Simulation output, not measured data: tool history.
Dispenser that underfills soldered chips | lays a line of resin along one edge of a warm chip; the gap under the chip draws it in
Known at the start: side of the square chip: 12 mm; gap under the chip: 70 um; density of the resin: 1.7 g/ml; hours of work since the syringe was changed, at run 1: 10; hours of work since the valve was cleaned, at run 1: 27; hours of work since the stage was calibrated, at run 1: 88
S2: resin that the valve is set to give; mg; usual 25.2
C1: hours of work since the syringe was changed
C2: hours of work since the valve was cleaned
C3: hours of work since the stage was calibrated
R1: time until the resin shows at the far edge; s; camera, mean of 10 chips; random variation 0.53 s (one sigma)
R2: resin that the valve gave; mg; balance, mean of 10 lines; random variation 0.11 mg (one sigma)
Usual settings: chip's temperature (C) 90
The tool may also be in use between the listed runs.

{"run": 1, "day": 0.0, "chip's temperature (C)": 90, "S2": 25.2, "C1": 10, "C2": 27, "C3": 88, "R1": 89.9, "R2": 24.61}
{"day": 0.038, "done": "new syringe of resin"}
{"run": 2, "day": 0.121, "chip's temperature (C)": 90, "S2": 25.2, "C1": 1, "C2": 29, "C3": 89, "R1": 49.9, "R2": 24.56}
{"run": 3, "day": 0.254, "chip's temperature (C)": 90, "S2": 25.2, "C1": 4, "C2": 31, "C3": 92, "R1": 57.9, "R2": 24.54}
{"run": 4, "day": 0.367, "chip's temperature (C)": 90, "S2": 25.2, "C1": 6, "C2": 33, "C3": 94, "R1": 68.2, "R2": 24.55}
{"run": 5, "day": 0.55, "chip's temperature (C)": 90, "S2": 25.2, "C1": 9, "C2": 36, "C3": 97, "R1": 83.1, "R2": 24.35}
{"day": 0.65, "done": "new syringe of resin"}
{"run": 6, "day": 0.733, "chip's temperature (C)": 90, "S2": 25.2, "C1": 1, "C2": 39, "C3": 99, "R1": 51.0, "R2": 24.47}
{"run": 7, "day": 0.896, "chip's temperature (C)": 100, "S2": 25.2, "C1": 4, "C2": 42, "C3": 102, "R1": 38.2, "R2": 24.27}
{"run": 8, "day": 1.042, "chip's temperature (C)": 98, "S2": 25.2, "C1": 7, "C2": 44, "C3": 105, "R1": 50.0, "R2": 24.26}
{"run": 9, "day": 1.233, "chip's temperature (C)": 98, "S2": 25.2, "C1": 10, "C2": 48, "C3": 108, "R1": 63.7, "R2": 24.18}
{"day": 1.262, "done": "new syringe of resin"}
{"run": 10, "day": 1.425, "chip's temperature (C)": 98, "S2": 25.2, "C1": 3, "C2": 51, "C3": 111, "R1": 38.0, "R2": 24.11}
{"run": 11, "day": 1.638, "chip's temperature (C)": 98, "S2": 25.2, "C1": 6, "C2": 54, "C3": 114, "R1": 49.1, "R2": 23.91}
{"run": 12, "day": 1.742, "chip's temperature (C)": 90, "S2": 30.8, "C1": 8, "C2": 56, "C3": 116, "R1": 77.4, "R2": 29.39}
{"day": 1.883, "done": "new syringe of resin"}
{"run": 13, "day": 1.946, "chip's temperature (C)": 90, "S2": 30.8, "C1": 1, "C2": 59, "C3": 119, "R1": 49.5, "R2": 29.23}
{"run": 14, "day": 2.088, "chip's temperature (C)": 90, "S2": 30.8, "C1": 3, "C2": 62, "C3": 122, "R1": 57.4, "R2": 29.17}
{"run": 15, "day": 2.3, "chip's temperature (C)": 90, "S2": 31.5, "C1": 7, "C2": 65, "C3": 125, "R1": 75.6, "R2": 29.52}
{"run": 16, "day": 2.388, "chip's temperature (C)": 90, "S2": 31.5, "C1": 8, "C2": 67, "C3": 127, "R1": 84.2, "R2": 29.78}
{"day": 2.5, "done": "new syringe of resin"}
{"run": 17, "day": 2.579, "chip's temperature (C)": 90, "S2": 23.9, "C1": 1, "C2": 70, "C3": 130, "R1": 49.8, "R2": 22.54}
{"run": 18, "day": 2.792, "chip's temperature (C)": 98, "S2": 25.2, "C1": 5, "C2": 73, "C3": 133, "R1": 43.3, "R2": 23.93}
{"run": 19, "day": 2.908, "chip's temperature (C)": 98, "S2": 25.2, "C1": 7, "C2": 75, "C3": 135, "R1": 50.6, "R2": 23.53}
{"run": 20, "day": 3.029, "chip's temperature (C)": 105, "S2": 23.5, "C1": 9, "C2": 77, "C3": 137, "R1": 44.2, "R2": 22.01}
{"day": 3.121, "done": "new syringe of resin"}
{"run": 21, "day": 3.183, "chip's temperature (C)": 100, "S2": 21.6, "C1": 1, "C2": 79, "C3": 140, "R1": 31.9, "R2": 20.0}
{"run": 22, "day": 3.375, "chip's temperature (C)": 100, "S2": 21.6, "C1": 4, "C2": 83, "C3": 143, "R1": 40.5, "R2": 19.99}
{"run": 23, "day": 3.5, "chip's temperature (C)": 81, "S2": 26.0, "C1": 6, "C2": 85, "C3": 145, "R1": 109.4, "R2": 24.03}
{"run": 24, "day": 3.704, "chip's temperature (C)": 102, "S2": 27.1, "C1": 10, "C2": 88, "C3": 148, "R1": 50.6, "R2": 25.08}
{"day": 3.742, "done": "new syringe of resin"}
{"run": 25, "day": 3.892, "chip's temperature (C)": 83, "S2": 31.4, "C1": 3, "C2": 91, "C3": 151, "R1": 74.9, "R2": 28.78}
{"run": 26, "day": 4.096, "chip's temperature (C)": 83, "S2": 31.4, "C1": 6, "C2": 95, "C3": 155, "R1": 95.4, "R2": 29.01}
{"run": 27, "day": 4.238, "chip's temperature (C)": 78, "S2": 25.9, "C1": 8, "C2": 97, "C3": 157, "R1": 154.6, "R2": 23.87}
{"day": 4.367, "done": "new syringe of resin"}
{"run": 28, "day": 4.408, "chip's temperature (C)": 83, "S2": 30.2, "C1": 1, "C2": 100, "C3": 160, "R1": 67.3, "R2": 27.37}
{"run": 29, "day": 4.571, "chip's temperature (C)": 82, "S2": 28.5, "C1": 3, "C2": 102, "C3": 162, "R1": 85.6, "R2": 26.15}
{"run": 30, "day": 4.767, "chip's temperature (C)": 104, "S2": 21.6, "C1": 7, "C2": 106, "C3": 166, "R1": 42.4, "R2": 19.61}
{"run": 31, "day": 4.879, "chip's temperature (C)": 90, "S2": 29.6, "C1": 9, "C2": 107, "C3": 168, "R1": 85.2, "R2": 27.0}
{"day": 4.988, "done": "new syringe of resin"}
{"run": 32, "day": 5.008, "chip's temperature (C)": 90, "S2": 29.6, "C1": 0, "C2": 109, "C3": 170, "R1": 45.7, "R2": 26.98}
{"run": 33, "day": 5.117, "chip's temperature (C)": 80, "S2": 29.9, "C1": 2, "C2": 111, "C3": 171, "R1": 87.3, "R2": 27.06}
{"run": 34, "day": 5.292, "chip's temperature (C)": 80, "S2": 29.9, "C1": 5, "C2": 114, "C3": 174, "R1": 106.3, "R2": 27.25}
{"day": 5.404, "done": "dispensing valve cleaned and set on the balance"}
{"run": 35, "day": 5.529, "chip's temperature (C)": 80, "S2": 29.9, "C1": 8, "C2": 2, "C3": 178, "R1": 135.5, "R2": 29.86}
{"day": 5.654, "done": "new syringe of resin"}
{"run": 36, "day": 5.738, "chip's temperature (C)": 93, "S2": 32.3, "C1": 1, "C2": 5, "C3": 181, "R1": 41.7, "R2": 32.14}

How the hidden state differs across the entries between the runs, from the last listed run before each to the first after it:
Between runs 1 and 2: new syringe of resin (day 0.038)
  resin's viscosity, % of fresh resin's: 204 -> 111.4; dose that the valve gives, % of what is set: 97.65 -> 97.49; true chip temperature over the reading, C: -0.53 -> -0.54
  measured less the result without the state, R1: +47.2 -> +6.5 s; R2: -0.59 -> -0.64 mg
Between runs 5 and 6: new syringe of resin (day 0.650)
  resin's viscosity, % of fresh resin's: 187.2 -> 112.4; dose that the valve gives, % of what is set: 96.88 -> 96.64; true chip temperature over the reading, C: -0.56 -> -0.57
  measured less the result without the state, R1: +40.2 -> +7.1 s; R2: -0.78 -> -0.85 mg
Between runs 9 and 10: new syringe of resin (day 1.262)
  resin's viscosity, % of fresh resin's: 205.9 -> 120.8; dose that the valve gives, % of what is set: 95.91 -> 95.65; true chip temperature over the reading, C: -0.59 -> -0.6
  measured less the result without the state, R1: +33.8 -> +7.6 s; R2: -1.03 -> -1.09 mg
Between runs 12 and 13: new syringe of resin (day 1.883)
  resin's viscosity, % of fresh resin's: 177.2 -> 110.8; dose that the valve gives, % of what is set: 95.25 -> 94.96; true chip temperature over the reading, C: -0.62 -> -0.63
  measured less the result without the state, R1: +35.3 -> +6.3 s; R2: -1.47 -> -1.55 mg
Between runs 16 and 17: new syringe of resin (day 2.500)
  resin's viscosity, % of fresh resin's: 189.2 -> 111; dose that the valve gives, % of what is set: 94.4 -> 94.15; true chip temperature over the reading, C: -0.65 -> -0.66
  measured less the result without the state, R1: +41.3 -> +7.1 s; R2: -1.77 -> -1.40 mg
Between runs 20 and 21: new syringe of resin (day 3.121)
  resin's viscosity, % of fresh resin's: 191.1 -> 106.7; dose that the valve gives, % of what is set: 93.53 -> 93.31; true chip temperature over the reading, C: -0.69 -> -0.7
  measured less the result without the state, R1: +22.0 -> +3.7 s; R2: -1.52 -> -1.43 mg
Between runs 24 and 25: new syringe of resin (day 3.742)
  resin's viscosity, % of fresh resin's: 200.6 -> 119; dose that the valve gives, % of what is set: 92.58 -> 92.32; true chip temperature over the reading, C: -0.72 -> -0.73
  measured less the result without the state, R1: +26.5 -> +14.6 s; R2: -2.02 -> -2.40 mg
Between runs 27 and 28: new syringe of resin (day 4.367)
  resin's viscosity, % of fresh resin's: 180.7 -> 106.1; dose that the valve gives, % of what is set: 91.82 -> 91.59; true chip temperature over the reading, C: -0.75 -> -0.76
  measured less the result without the state, R1: +73.3 -> +6.7 s; R2: -2.13 -> -2.52 mg
Between runs 31 and 32: new syringe of resin (day 4.988)
  resin's viscosity, % of fresh resin's: 188.6 -> 102.3; dose that the valve gives, % of what is set: 90.9 -> 90.74; true chip temperature over the reading, C: -0.78 -> -0.79
  measured less the result without the state, R1: +42.4 -> +3.2 s; R2: -2.71 -> -2.75 mg
Between runs 34 and 35: dispensing valve cleaned and set on the balance (day 5.404)
  resin's viscosity, % of fresh resin's: 144.4 -> 183; dose that the valve gives, % of what is set: 90.33 -> 99.48; true chip temperature over the reading, C: -0.8 -> -0.82
  measured less the result without the state, R1: +36.2 -> +64.7 s; R2: -2.92 -> -0.16 mg
Between runs 35 and 36: new syringe of resin (day 5.654)
  resin's viscosity, % of fresh resin's: 183 -> 109.9; dose that the valve gives, % of what is set: 99.48 -> 99.19; true chip temperature over the reading, C: -0.82 -> -0.83
  measured less the result without the state, R1: +64.7 -> +5.2 s; R2: -0.16 -> -0.26 mg

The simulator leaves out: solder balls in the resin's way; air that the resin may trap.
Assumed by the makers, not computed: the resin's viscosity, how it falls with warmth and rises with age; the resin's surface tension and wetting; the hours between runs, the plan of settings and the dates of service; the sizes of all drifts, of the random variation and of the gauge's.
